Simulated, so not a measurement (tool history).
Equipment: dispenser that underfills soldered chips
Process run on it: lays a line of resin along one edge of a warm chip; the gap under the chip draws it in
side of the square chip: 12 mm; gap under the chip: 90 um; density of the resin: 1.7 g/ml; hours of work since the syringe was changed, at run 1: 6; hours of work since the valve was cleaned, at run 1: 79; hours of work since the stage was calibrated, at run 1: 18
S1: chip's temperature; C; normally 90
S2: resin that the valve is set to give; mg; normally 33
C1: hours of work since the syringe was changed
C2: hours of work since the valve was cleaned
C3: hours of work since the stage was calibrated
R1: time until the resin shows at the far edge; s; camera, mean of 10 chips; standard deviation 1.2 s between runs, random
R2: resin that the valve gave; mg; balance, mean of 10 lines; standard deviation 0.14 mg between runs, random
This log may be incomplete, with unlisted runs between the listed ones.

run,hour,S1,S2,C1,C2,C3,R1,R2
1,0,90,33,6,79,18,151.6,31.72
# hour 8.8: new syringe of resin
2,14.9,90,33,4,88,28,140.2,31.69
3,23.1,90,33,10,94,33,182.9,31.55
# hour 26.4: new syringe of resin
4,34,90,33,5,101,40,150.3,31.78
# hour 44.7: new syringe of resin
5,48.2,78,33,2,111,50,184.4,31.47
# hour 62.7: new syringe of resin
6,62.7,78,33,0,120,59,166.4,31.16
7,70.6,78,33,5,126,65,210.8,31.09
8,79.1,90,33.1,11,131,70,191.1,31.17
# hour 80.5: new syringe of resin
9,88.8,90,33.1,6,138,77,152.7,31.17
10,97.5,90,33.1,12,144,83,199.4,31.2
# hour 99.1: new syringe of resin
# hour 103.4: dispensing valve cleaned and set on the balance
11,113.2,90,33.1,9,7,92,175.4,32.97
# hour 118.3: new syringe of resin
12,121.3,90,33.1,2,12,98,127.9,32.96
13,128.8,91,41,7,17,103,158,40.89
# hour 136.1: new syringe of resin
14,145,91,41,6,28,114,148.8,40.38
# hour 153.7: new syringe of resin
15,154.2,91,41,0,34,120,111,40.44
16,166,91,41,8,42,128,163.5,40.51
# hour 171.3: new syringe of resin
17,174.9,85,28.1,2,48,133,158.5,27.38
18,184.4,85,28.1,9,54,140,219.6,27.57
# hour 189: new syringe of resin
19,192.4,94,31,2,59,145,117.6,30.23
20,199.8,78,36.3,7,64,150,241.7,35.08
# hour 206.5: new syringe of resin
21,213.4,90,35.6,5,73,159,144.6,34.56
# hour 225.3: new syringe of resin
22,225.5,85,34.5,0,81,167,135,33.42
23,237.8,85,34.5,8,90,175,200.4,33.24

3 ways to go on from here, each from the tool as it stands after run 23. What would each give?
# hour 243.2: new syringe of resin
A,248.7,85,39.5,4,97,182,?,?
# hour 243.2: new syringe of resin
B,248.7,76,35.5,4,97,182,?,?
# hour 243.2: new syringe of resin
C,248.7,90,34.9,4,97,182,?,?

run,R1,R2
A,161.7,37.88
B,218.5,34
C,141.1,33.43
Without the tool's hidden state the same runs would have given:
run,R1,R2
A,128.9,39.46
B,173.5,35.43
C,112.2,34.83
